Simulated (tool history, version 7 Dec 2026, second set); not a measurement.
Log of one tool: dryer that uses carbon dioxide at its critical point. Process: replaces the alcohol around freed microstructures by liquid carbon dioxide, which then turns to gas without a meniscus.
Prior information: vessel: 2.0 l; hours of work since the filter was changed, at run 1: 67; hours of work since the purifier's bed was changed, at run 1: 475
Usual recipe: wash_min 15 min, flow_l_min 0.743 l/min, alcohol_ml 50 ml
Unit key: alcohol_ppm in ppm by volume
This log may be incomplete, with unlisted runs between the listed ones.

run	hour	wash_min	flow_l_min	alcohol_ml	hours of work since the filter was changed	hours of work since the purifier's bed was changed	alcohol_ppm
1	0.0	15	0.743	50	67	475	270
2	19.0	10	0.743	50	79	487	1026
3	29.4	10	0.743	50	86	494	1013
4	48.3	12	0.743	50	98	506	569
5	69.3	21	0.743	50	111	519	115
6	78.1	10	0.743	50	117	525	1068
7	86.8	10	0.743	50	122	530	1094
8	101.2	20	1.058	30	132	540	105
9	116.2	20	1.058	30	141	549	95
10	133.5	20	1.058	30	152	560	106
11	148.1	10	0.853	51	162	569	739

Alternative continuations, all from the tool just after run 11; predict every row:
A	156.6	21	0.606	61	167	575	?
B	156.6	12	0.853	27	167	575	?
C	156.6	10	0.853	82	167	575	?

run	alcohol_ppm
A	245
B	274
C	1155
What these runs would have given with no unlogged condition in the tool:
run	alcohol_ppm
A	105
B	127
C	824
